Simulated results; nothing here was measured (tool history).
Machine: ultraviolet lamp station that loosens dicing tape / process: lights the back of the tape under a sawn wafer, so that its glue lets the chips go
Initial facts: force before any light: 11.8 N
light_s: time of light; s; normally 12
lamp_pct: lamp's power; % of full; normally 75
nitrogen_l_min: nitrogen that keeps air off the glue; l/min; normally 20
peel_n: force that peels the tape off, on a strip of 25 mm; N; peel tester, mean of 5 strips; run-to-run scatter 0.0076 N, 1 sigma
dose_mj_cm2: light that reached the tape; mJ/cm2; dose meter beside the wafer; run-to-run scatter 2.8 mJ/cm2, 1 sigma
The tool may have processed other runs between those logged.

run,hour,light_s,lamp_pct,nitrogen_l_min,peel_n,dose_mj_cm2
1,0,12,75,20,0.455,334
2,21.9,12,75,20,0.478,326
3,34,12,75,20,0.503,320
4,52.9,12,75,20,0.519,316
5,76.8,12,75,20,0.519,320
6,96.7,12,75,20,0.55,310
7,111.2,12,75,20,0.549,308
8,134.5,12,75,20,0.57,302
9,158.4,12,75,20,0.617,298
10,179.1,12,75,20,0.638,297
11,206.8,12,75,20,0.672,292
12,218.7,12,75,20,0.671,288
13,245.7,12,76,20,0.666,290
14,267.9,11,75,20,0.868,257
# hour 276.6: window cleaned of glue's vapour
15,282.3,12,95,20,0.254,418
16,306.2,12,95,20,0.259,413
17,333,12,95,20,0.262,405
18,345,12,75,19,0.55,315
19,360.5,12,75,6,1.693,314
20,378.6,12,79,20,0.477,324
21,406.3,7,75,20,1.986,176
22,421.2,6,75,20,2.493,149
23,447.7,11,81,20,0.649,291
24,460.6,11,81,20,0.666,290
25,478,21,63,6,0.905,428
26,492.6,6,75,12,3.587,143
27,511.6,6,75,12,3.717,139
28,537.3,7,60,20,3.086,132
29,555.7,7,60,20,3.163,129
30,575.6,12,99,6,1.417,359
31,590.8,12,91,17,0.577,326
32,608.2,12,91,17,0.592,322
33,632.6,12,91,17,0.641,316
34,650.5,13,75,12,1.207,280
35,673,17,82,34,0.182,393
# hour 685.2: window cleaned of glue's vapour
36,693.9,12,72,23,0.599,289
37,705.3,12,72,23,0.609,284
38,732.2,16,76,20,0.294,390
39,750.4,10,75,18,1.13,236
40,765,10,75,18,1.207,240
41,788.8,14,75,39,0.255,327
42,804.2,14,75,39,0.247,324
43,816.9,17,65,26,0.335,339

The logged runs with the hidden state left out (each run's random variation unchanged):
Hidden conditions of the tool in this case: lamp's light, % of a new lamp's; light that the window lets through, % of a clean one's; drift of the gauge itself on peel_n, %; drift of the gauge itself on dose_mj_cm2, %.
run,peel_n,dose_mj_cm2
1,0.283,396
2,0.288,392
3,0.301,388
4,0.295,388
5,0.285,398
6,0.29,392
7,0.282,393
8,0.282,392
9,0.292,392
10,0.294,395
11,0.297,395
12,0.291,392
13,0.275,401
14,0.354,362
15,0.165,500
16,0.162,502
17,0.155,500
18,0.298,393
19,1.052,395
20,0.248,412
21,1.191,229
22,1.569,195
23,0.294,388
24,0.296,390
25,0.412,581
26,2.318,196
27,2.374,194
28,1.803,185
29,1.816,184
30,0.584,519
31,0.211,478
32,0.203,477
33,0.213,477
34,0.42,428
35,0.104,610
36,0.281,380
37,0.282,377
38,0.146,528
39,0.524,324
40,0.547,331
41,0.124,460
42,0.117,459
43,0.142,484

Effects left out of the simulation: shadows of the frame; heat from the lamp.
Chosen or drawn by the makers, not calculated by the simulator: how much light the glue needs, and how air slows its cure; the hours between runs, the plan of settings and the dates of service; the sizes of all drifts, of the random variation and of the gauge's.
